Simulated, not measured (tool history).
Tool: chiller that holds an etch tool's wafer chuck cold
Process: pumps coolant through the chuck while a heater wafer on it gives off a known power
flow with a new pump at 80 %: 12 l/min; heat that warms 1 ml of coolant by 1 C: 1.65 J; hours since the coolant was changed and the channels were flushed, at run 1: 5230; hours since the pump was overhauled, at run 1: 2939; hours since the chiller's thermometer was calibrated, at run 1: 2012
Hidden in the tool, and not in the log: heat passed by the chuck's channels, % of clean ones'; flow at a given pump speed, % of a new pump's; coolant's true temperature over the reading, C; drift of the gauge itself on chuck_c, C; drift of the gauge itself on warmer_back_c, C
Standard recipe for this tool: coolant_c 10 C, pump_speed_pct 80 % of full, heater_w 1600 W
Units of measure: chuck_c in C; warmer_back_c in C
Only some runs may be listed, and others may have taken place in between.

| run | hour | coolant_c | pump_speed_pct | heater_w | hours since the coolant was changed and the channels were flushed | hours since the pump was overhauled | hours since the chiller's thermometer was calibrated | chuck_c | warmer_back_c |
|---|---|---|---|---|---|---|---|---|---|
| 1 | 0 | 10 | 80 | 1600 | 5230 | 2939 | 2012 | 30.8 | 5.18 |
| 2 | 55.6 | 10 | 80 | 1181 | 5286 | 2995 | 2067 | 25.5 | 3.8 |
| 3 | 169.2 | 10 | 84 | 1600 | 5399 | 3108 | 2181 | 30.1 | 4.94 |
| 4 | 231.5 | 10 | 84 | 1600 | 5462 | 3170 | 2243 | 30.3 | 4.9 |
| 5 | 311.9 | 10 | 84 | 1600 | 5542 | 3251 | 2324 | 30.4 | 4.96 |
| 6 | 412.2 | 10 | 78 | 1600 | 5642 | 3351 | 2424 | 31.6 | 5.32 |
| 7 | 530.2 | 10 | 78 | 1600 | 5760 | 3469 | 2542 | 31.9 | 5.37 |
| 8 | 595.4 | 10 | 80 | 1600 | 5826 | 3534 | 2607 | 31.4 | 5.25 |
| 9 | 713.8 | 10 | 80 | 1600 | 5944 | 3653 | 2725 | 31.4 | 5.24 |
| 10 | 821.1 | 10 | 80 | 1600 | 6051 | 3760 | 2833 | 31.7 | 5.26 |
| 11 | 941.9 | 10 | 80 | 1600 | 6172 | 3881 | 2953 | 31.7 | 5.28 |
| 12 | 1036.8 | 10 | 80 | 1600 | 6267 | 3976 | 3048 | 31.7 | 5.24 |
| 13 | 1120.1 | 10 | 80 | 1600 | 6350 | 4059 | 3132 | 31.7 | 5.26 |
| 14 | 1216.1 | 10 | 80 | 1600 | 6446 | 4155 | 3228 | 31.9 | 5.37 |
| 15 | 1323.6 | 10 | 85 | 1600 | 6554 | 4263 | 3335 | 31 | 4.96 |
| 16 | 1445.5 | 10 | 85 | 1600 | 6676 | 4385 | 3457 | 31.2 | 5.01 |
| 17 | 1567.3 | 10 | 74 | 1600 | 6797 | 4506 | 3579 | 33.5 | 5.83 |
| 18 | 1649.9 | 10 | 74 | 1600 | 6880 | 4589 | 3661 | 33.6 | 5.79 |
| 19 | 1770.5 | 10 | 74 | 1600 | 7001 | 4710 | 3782 | 33.7 | 5.8 |
| 20 | 1850.9 | 10 | 74 | 1600 | 7081 | 4790 | 3863 | 33.9 | 5.73 |
| 21 | 1939.3 | 2 | 64 | 1155 | 7169 | 4878 | 3951 | 21.6 | 4.9 |
|  | 1981.9 | coolant changed, channels flushed |
| 22 | 2003.6 | 2 | 64 | 1155 | 22 | 4937 | 4009 | 19.4 | 4.92 |
| 23 | 2099 | 2 | 64 | 1155 | 117 | 5032 | 4105 | 19.7 | 4.88 |
| 24 | 2162.9 | 2 | 64 | 1155 | 181 | 5096 | 4169 | 19.6 | 4.86 |
| 25 | 2266.7 | 2 | 64 | 1155 | 285 | 5200 | 4272 | 19.7 | 4.99 |
| 26 | 2318.6 | 11 | 71 | 1058 | 337 | 5252 | 4324 | 26.1 | 4.07 |
| 27 | 2406.1 | 10 | 65 | 1245 | 424 | 5339 | 4412 | 29 | 5.22 |
| 28 | 2515.5 | 10 | 80 | 1857 | 534 | 5449 | 4521 | 33.8 | 6.31 |
| 29 | 2592.6 | 10 | 80 | 1857 | 611 | 5526 | 4598 | 33.6 | 6.38 |
| 30 | 2665.7 | 10 | 80 | 1857 | 684 | 5599 | 4671 | 34 | 6.38 |
| 31 | 2754.1 | 6 | 66 | 1600 | 772 | 5687 | 4760 | 30.1 | 6.62 |
| 32 | 2814.5 | 12 | 71 | 1055 | 833 | 5748 | 4820 | 27.4 | 4.06 |

Below, some changes in chuck_c between adjacent runs. For each, the amount present without the hidden state too (settings, incoming material, random variation) and the amount remaining for the hidden state with gauge scatter not shared by both compared results:
Run 1 -> 2: heater_w 1600 -> 1181. chuck_c -5.3 C: hidden state -0.6, all else -4.7.
Run 20 -> 21: coolant_c 10 -> 2, pump_speed_pct 74 -> 64, heater_w 1600 -> 1155. chuck_c -12.3 C: hidden state -0.8, all else -11.5.
Run 21 -> 22: coolant changed, channels flushed. chuck_c -2.2 C: hidden state -2, all else -0.2.
Run 25 -> 26: coolant_c 2 -> 11, pump_speed_pct 64 -> 71, heater_w 1155 -> 1058. chuck_c +6.4 C: hidden state -0.3, all else +6.7.
Run 31 -> 32: coolant_c 6 -> 12, pump_speed_pct 66 -> 71, heater_w 1600 -> 1055. chuck_c -2.7 C: hidden state -0.9, all else -1.8.
